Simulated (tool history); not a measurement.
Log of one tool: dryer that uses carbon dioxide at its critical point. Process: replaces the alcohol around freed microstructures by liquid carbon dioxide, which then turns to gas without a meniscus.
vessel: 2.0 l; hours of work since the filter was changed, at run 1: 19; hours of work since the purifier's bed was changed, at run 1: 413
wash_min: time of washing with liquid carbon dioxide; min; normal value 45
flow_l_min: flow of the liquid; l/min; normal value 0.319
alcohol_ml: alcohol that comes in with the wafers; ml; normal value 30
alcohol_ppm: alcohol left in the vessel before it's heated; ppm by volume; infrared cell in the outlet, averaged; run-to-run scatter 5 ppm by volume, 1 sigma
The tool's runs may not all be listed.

| run | day | wash_min | flow_l_min | alcohol_ml | hours of work since the filter was changed | hours of work since the purifier's bed was changed | alcohol_ppm |
|---|---|---|---|---|---|---|---|
| 1 | 0 | 45 | 0.319 | 30 | 19 | 413 | 38 |
| 2 | 1.446 | 45 | 0.319 | 47 | 32 | 426 | 60 |
| 3 | 2.392 | 45 | 0.319 | 30 | 41 | 435 | 44 |
| 4 | 3.1 | 45 | 0.319 | 30 | 48 | 441 | 40 |
| 5 | 4.467 | 45 | 0.319 | 77 | 60 | 454 | 81 |
| 6 | 5.85 | 45 | 0.319 | 55 | 73 | 467 | 58 |
| 7 | 7.138 | 45 | 0.319 | 55 | 84 | 478 | 72 |
| 8 | 7.954 | 45 | 0.319 | 55 | 92 | 486 | 64 |
| 9 | 9.025 | 45 | 0.319 | 55 | 102 | 496 | 66 |
| 10 | 10.417 | 71 | 0.319 | 30 | 114 | 508 | 32 |
| 11 | 11.5 | 71 | 0.319 | 30 | 124 | 518 | 32 |
| 12 | 12.771 | 45 | 0.403 | 30 | 136 | 530 | 35 |
| 13 | 13.538 | 45 | 0.266 | 73 | 143 | 537 | 191 |
| 14 | 14.817 | 60 | 0.319 | 30 | 155 | 548 | 43 |
| 15 | 15.888 | 33 | 0.533 | 27 | 164 | 558 | 40 |
| 16 | 16.983 | 39 | 0.247 | 103 | 175 | 568 | 763 |
| 17 | 17.796 | 39 | 0.286 | 57 | 182 | 576 | 236 |
| 18 | 19.183 | 33 | 0.319 | 30 | 195 | 588 | 186 |
| 19 | 19.967 | 49 | 0.264 | 30 | 202 | 596 | 94 |
| 20 | 20.942 | 49 | 0.264 | 32 | 211 | 604 | 88 |
| 21 | 21.754 | 45 | 0.319 | 46 | 218 | 612 | 82 |
| 22 | 22.562 | 40 | 0.213 | 46 | 225 | 619 | 634 |
| 23 | 23.721 | 63 | 0.319 | 107 | 236 | 630 | 42 |
| 24 | 24.975 | 41 | 0.362 | 107 | 248 | 641 | 123 |

What if the next run were any one of these 5? Each begins from the tool's condition after run 24:
| A | 25.942 | 56 | 0.207 | 21 | 256 | 650 | ? |
| B | 25.942 | 41 | 0.362 | 27 | 256 | 650 | ? |
| C | 25.942 | 70 | 0.319 | 30 | 256 | 650 | ? |
| D | 25.942 | 45 | 0.319 | 90 | 256 | 650 | ? |
| E | 25.942 | 29 | 0.191 | 30 | 256 | 650 | ? |

| run | alcohol_ppm |
|---|---|
| A | 122 |
| B | 63 |
| C | 45 |
| D | 140 |
| E | 1474 |
With the hidden condition removed and each run's random variation left untouched, the same runs would have given:
| run | alcohol_ppm |
|---|---|
| A | 45 |
| B | 14 |
| C | 11 |
| D | 50 |
| E | 1026 |
